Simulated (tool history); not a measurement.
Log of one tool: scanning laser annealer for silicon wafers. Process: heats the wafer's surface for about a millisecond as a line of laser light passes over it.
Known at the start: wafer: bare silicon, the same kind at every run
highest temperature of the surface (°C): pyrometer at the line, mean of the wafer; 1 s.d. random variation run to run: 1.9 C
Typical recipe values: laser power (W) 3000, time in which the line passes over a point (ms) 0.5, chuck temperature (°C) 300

run     day  laser power (W)  time in which the line passes over a point (ms)  chuck temperature (°C)  highest temperature of the surface (°C)
  1       0             3000                                              0.5                     300                                     1105
  2   0.338             3000                                              0.5                     300                                     1106
  3   0.662             3000                                              0.5                     300                                     1103
  4   1.092             3000                                              0.5                     300                                     1105
  5   1.471             3000                                              0.5                     300                                     1105
  6   1.812             3000                                              0.5                     300                                     1106
  7   2.275             3000                                              0.5                     336                                     1142
  8   2.571             3000                                              0.5                     336                                     1140
  9   2.946             3000                                              0.5                     336                                     1141
 10   3.238             3000                                              0.5                     336                                     1136
 11   3.696             3000                                              0.5                     336                                     1137
 12   4.038             3000                                              0.5                     336                                     1139
 13   4.454             3000                                              0.5                     336                                     1140
 14   4.908             3000                                              0.5                     336                                     1138
 15   5.329             3000                                              0.5                     336                                     1142
 16   5.783             3164                                              0.5                     336                                     1195
 17   6.296             3164                                              0.5                     336                                     1195
 18   6.558             3164                                              0.5                     336                                     1193
 19   6.917             3164                                              0.5                     336                                     1195
 20     7.5             3164                                              0.5                     336                                     1194
 21   7.988             2934                                              0.5                     329                                     1107
 22   8.321             2934                                              0.5                     329                                     1105
 23   8.796             2934                                              0.5                     329                                     1108
 24   9.296             2828                                              0.5                     300                                     1042
 25   9.625             2801                                            0.386                     291                                      933
 26  10.046             2801                                            0.386                     291                                      931
 27  10.396             2801                                            0.386                     291                                      934
 28  10.988             3153                                              0.5                     267                                     1118
 29  11.233             3026                                              0.5                     295                                     1101
 30  11.492             3194                                            0.371                     295                                     1041
 31  11.838             2658                                            0.481                     295                                      964
 32  12.188             2702                                            0.545                     294                                     1023
 33  12.429             3187                                            0.399                     301                                     1073
 34  12.742             3164                                            0.591                     262                                     1191
 35    13.3             2591                                              0.5                     299                                      958
 36  13.692             2591                                              0.5                     299                                      960
 37  14.071             3000                                            0.585                     300                                     1162
 38   14.35             2812                                            0.555                     330                                     1101
 39  14.612             2921                                            0.555                     278                                     1087
 40  15.033             2921                                            0.555                     278                                     1085

Had the tool no unlogged condition, and each run kept its random variation, what would the results have been?
Hidden conditions of the tool in this case: light that passes the window, % of a clean one's; laser's true power over the reading, %; width of the line over the set one, %; drift of the gauge itself on peak_c, C.
run  highest temperature of the surface (°C)
  1                                     1130
  2                                     1132
  3                                     1129
  4                                     1131
  5                                     1131
  6                                     1132
  7                                     1169
  8                                     1166
  9                                     1168
 10                                     1163
 11                                     1165
 12                                     1166
 13                                     1168
 14                                     1166
 15                                     1171
 16                                     1226
 17                                     1226
 18                                     1224
 19                                     1226
 20                                     1226
 21                                     1136
 22                                     1134
 23                                     1138
 24                                     1070
 25                                      958
 26                                      956
 27                                      959
 28                                     1152
 29                                     1133
 30                                     1071
 31                                      991
 32                                     1053
 33                                     1105
 34                                     1229
 35                                      986
 36                                      987
 37                                     1199
 38                                     1134
 39                                     1121
 40                                     1120
